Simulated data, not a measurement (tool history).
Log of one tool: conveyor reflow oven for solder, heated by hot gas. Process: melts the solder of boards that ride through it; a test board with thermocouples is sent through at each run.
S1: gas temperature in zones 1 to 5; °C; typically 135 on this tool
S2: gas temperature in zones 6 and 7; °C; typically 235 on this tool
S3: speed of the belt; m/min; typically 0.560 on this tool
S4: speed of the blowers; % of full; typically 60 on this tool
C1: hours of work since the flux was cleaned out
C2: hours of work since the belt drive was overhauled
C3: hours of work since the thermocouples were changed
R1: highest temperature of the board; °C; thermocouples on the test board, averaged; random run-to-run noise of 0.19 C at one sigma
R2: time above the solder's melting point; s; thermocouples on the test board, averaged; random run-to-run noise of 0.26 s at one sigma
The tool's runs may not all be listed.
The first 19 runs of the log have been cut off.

{"run": 20, "hour": 314.0, "S1": 143, "S2": 238, "S3": 0.534, "S4": 52, "C1": 63, "C2": 362, "C3": 687, "R1": 219.2, "R2": 53.2}
{"run": 21, "hour": 335.2, "S1": 131, "S2": 241, "S3": 0.567, "S4": 52, "C1": 79, "C2": 378, "C3": 703, "R1": 217.1, "R2": 44.9}
{"run": 22, "hour": 345.7, "S1": 135, "S2": 235, "S3": 0.515, "S4": 60, "C1": 87, "C2": 386, "C3": 711, "R1": 219.3, "R2": 53.1}
{"run": 23, "hour": 359.7, "S1": 135, "S2": 235, "S3": 0.515, "S4": 60, "C1": 97, "C2": 397, "C3": 722, "R1": 218.9, "R2": 53.5}
{"run": 24, "hour": 376.4, "S1": 135, "S2": 223, "S3": 0.527, "S4": 59, "C1": 110, "C2": 409, "C3": 734, "R1": 207.6, "R2": 42.6}
{"run": 25, "hour": 392.7, "S1": 135, "S2": 234, "S3": 0.56, "S4": 70, "C1": 122, "C2": 421, "C3": 746, "R1": 218.5, "R2": 48.4}
{"run": 26, "hour": 409.6, "S1": 144, "S2": 236, "S3": 0.56, "S4": 60, "C1": 134, "C2": 434, "C3": 759, "R1": 218.6, "R2": 51.1}
{"run": 27, "hour": 420.8, "S1": 144, "S2": 236, "S3": 0.56, "S4": 60, "C1": 143, "C2": 442, "C3": 767, "R1": 218.9, "R2": 50.4}
{"run": 28, "hour": 441.5, "S1": 140, "S2": 229, "S3": 0.603, "S4": 61, "C1": 158, "C2": 458, "C3": 783, "R1": 210.1, "R2": 39.8}
{"run": 29, "hour": 452.0, "S1": 145, "S2": 230, "S3": 0.555, "S4": 61, "C1": 166, "C2": 465, "C3": 790, "R1": 214.6, "R2": 48.5}
{"run": 30, "hour": 475.2, "S1": 143, "S2": 239, "S3": 0.573, "S4": 53, "C1": 183, "C2": 483, "C3": 808, "R1": 218.2, "R2": 48.4}
{"run": 31, "hour": 489.9, "S1": 143, "S2": 244, "S3": 0.573, "S4": 53, "C1": 194, "C2": 494, "C3": 819, "R1": 222.6, "R2": 50.7}
{"run": 32, "hour": 505.4, "S1": 146, "S2": 235, "S3": 0.535, "S4": 79, "C1": 206, "C2": 505, "C3": 830, "R1": 224.4, "R2": 57.8}

What if the next run were any one of these 3? Each begins from the tool's condition after run 32:
{"run": "A", "hour": 519.2, "S1": 146, "S2": 235, "S3": 0.6, "S4": 71, "C1": 216, "C2": 515, "C3": 840, "R1": "?", "R2": "?"}
{"run": "B", "hour": 519.2, "S1": 146, "S2": 245, "S3": 0.558, "S4": 58, "C1": 216, "C2": 515, "C3": 840, "R1": "?", "R2": "?"}
{"run": "C", "hour": 519.2, "S1": 135, "S2": 237, "S3": 0.56, "S4": 75, "C1": 216, "C2": 515, "C3": 840, "R1": "?", "R2": "?"}

run=A R1=219.5 R2=48.5
run=B R1=226.8 R2=56.2
run=C R1=222.2 R2=51.0
What these runs would have given with no unlogged condition in the tool:
run=A R1=219.5 R2=48.4
run=B R1=226.8 R2=56.2
run=C R1=222.2 R2=51.0
